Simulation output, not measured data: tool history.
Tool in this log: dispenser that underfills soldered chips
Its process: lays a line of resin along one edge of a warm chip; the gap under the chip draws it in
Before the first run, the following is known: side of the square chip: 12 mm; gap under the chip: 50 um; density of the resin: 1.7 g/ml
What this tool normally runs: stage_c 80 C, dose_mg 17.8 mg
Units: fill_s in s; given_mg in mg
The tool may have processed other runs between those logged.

| run | hour | stage_c | dose_mg | fill_s | given_mg |
|---|---|---|---|---|---|
| 1 | 0 | 80 | 17.8 | 52 | 17.79 |
| 2 | 5.8 | 80 | 20.1 | 69.8 | 20.13 |
|  | 8.2 | new syringe of resin |
|  | 18.4 | new syringe of resin |
| 3 | 18.5 | 80 | 20.1 | 47.6 | 20.01 |
|  | 28.7 | new syringe of resin |
| 4 | 29.8 | 80 | 20.1 | 50.1 | 19.97 |
| 5 | 36.9 | 80 | 17.8 | 74.5 | 17.66 |
|  | 38.1 | new syringe of resin |
| 6 | 44.4 | 80 | 17.8 | 66.6 | 17.61 |
|  | 47.8 | new syringe of resin |
|  | 51.4 | dispensing valve cleaned and set on the balance |
| 7 | 54.7 | 80 | 17.8 | 66 | 17.75 |
|  | 59.1 | new syringe of resin |
| 8 | 67.1 | 80 | 17.8 | 75.5 | 17.73 |
|  | 69.6 | new syringe of resin |
| 9 | 77.9 | 92 | 17.8 | 42.9 | 17.64 |
|  | 79.4 | new syringe of resin |
| 10 | 87.5 | 92 | 17.8 | 41.2 | 17.67 |
|  | 89.1 | new syringe of resin |
| 11 | 97.4 | 80 | 19.9 | 73.8 | 19.62 |
|  | 98.6 | new syringe of resin |
| 12 | 106.8 | 80 | 19.9 | 75.9 | 19.65 |
|  | 108.4 | new syringe of resin |
|  | 110.4 | dispensing valve cleaned and set on the balance |
| 13 | 116.5 | 80 | 19.9 | 70.4 | 19.88 |
|  | 119.4 | new syringe of resin |
| 14 | 126.8 | 80 | 17.8 | 72.5 | 17.75 |
|  | 129.2 | new syringe of resin |
| 15 | 137.1 | 80 | 17.8 | 74.8 | 17.71 |
|  | 138.7 | new syringe of resin |
|  | 148.2 | new syringe of resin |
| 16 | 149.7 | 82 | 17.8 | 48.4 | 17.66 |
| 17 | 156 | 82 | 17.8 | 66.4 | 17.63 |
|  | 158.1 | new syringe of resin |
| 18 | 165.8 | 86 | 17.8 | 56.2 | 17.6 |
|  | 168.1 | new syringe of resin |
|  | 169.1 | dispensing valve cleaned and set on the balance |
| 19 | 177.8 | 70 | 22.5 | 125.1 | 22.57 |
|  | 179 | new syringe of resin |
|  | 188.5 | new syringe of resin |
| 20 | 190.6 | 80 | 16.1 | 56.5 | 16.06 |
|  | 198.1 | new syringe of resin |
| 21 | 199.3 | 80 | 17.8 | 52 | 17.7 |
|  | 207.9 | new syringe of resin |
| 22 | 211.9 | 70 | 23.1 | 100.6 | 22.88 |
|  | 218 | new syringe of resin |
| 23 | 219.7 | 70 | 23.1 | 87.2 | 22.85 |
|  | 227.5 | dispensing valve cleaned and set on the balance |
|  | 228.7 | new syringe of resin |
| 24 | 233.1 | 75 | 17.6 | 83 | 17.54 |
|  | 238.4 | new syringe of resin |
| 25 | 246.4 | 90 | 22.6 | 46 | 22.48 |
|  | 247.9 | new syringe of resin |
|  | 257.6 | new syringe of resin |
| 26 | 258.8 | 90 | 22.6 | 32.7 | 22.42 |
|  | 268.1 | new syringe of resin |
| 27 | 269.8 | 90 | 22.6 | 33.8 | 22.33 |
| 28 | 275.8 | 94 | 16.4 | 40.5 | 16.19 |
|  | 278.1 | new syringe of resin |
| 29 | 282.9 | 81 | 17.8 | 63.3 | 17.51 |
|  | 286.1 | dispensing valve cleaned and set on the balance |
|  | 289.3 | new syringe of resin |
| 30 | 294.9 | 68 | 17.8 | 123.7 | 17.72 |
|  | 298.8 | new syringe of resin |
| 31 | 302.8 | 68 | 17.8 | 115.9 | 17.65 |
|  | 308.3 | new syringe of resin |
| 32 | 312.6 | 91 | 17.9 | 37.8 | 17.76 |
|  | 318 | new syringe of resin |
| 33 | 321.8 | 91 | 17.9 | 37.3 | 17.67 |
|  | 327.7 | new syringe of resin |
| 34 | 333.5 | 91 | 17.9 | 41 | 17.62 |
|  | 338.2 | new syringe of resin |
| 35 | 342.2 | 66 | 16 | 132.8 | 15.69 |

Forecast each of these 3 alternatives for the next run:
|  | 344.4 | dispensing valve cleaned and set on the balance |
|  | 349 | new syringe of resin |
| A | 357 | 78 | 22.5 | ? | ? |
|  | 344.4 | dispensing valve cleaned and set on the balance |
|  | 349 | new syringe of resin |
| B | 357 | 84 | 22.1 | ? | ? |
|  | 344.4 | dispensing valve cleaned and set on the balance |
|  | 349 | new syringe of resin |
| C | 357 | 68 | 17.8 | ? | ? |

| run | fill_s | given_mg |
|---|---|---|
| A | 85.6 | 22.43 |
| B | 63.7 | 22.03 |
| C | 147.7 | 17.75 |
Without the tool's unlogged condition, the same runs would have read:
| run | fill_s | given_mg |
|---|---|---|
| A | 50.3 | 22.49 |
| B | 37.4 | 22.09 |
| C | 86.3 | 17.8 |
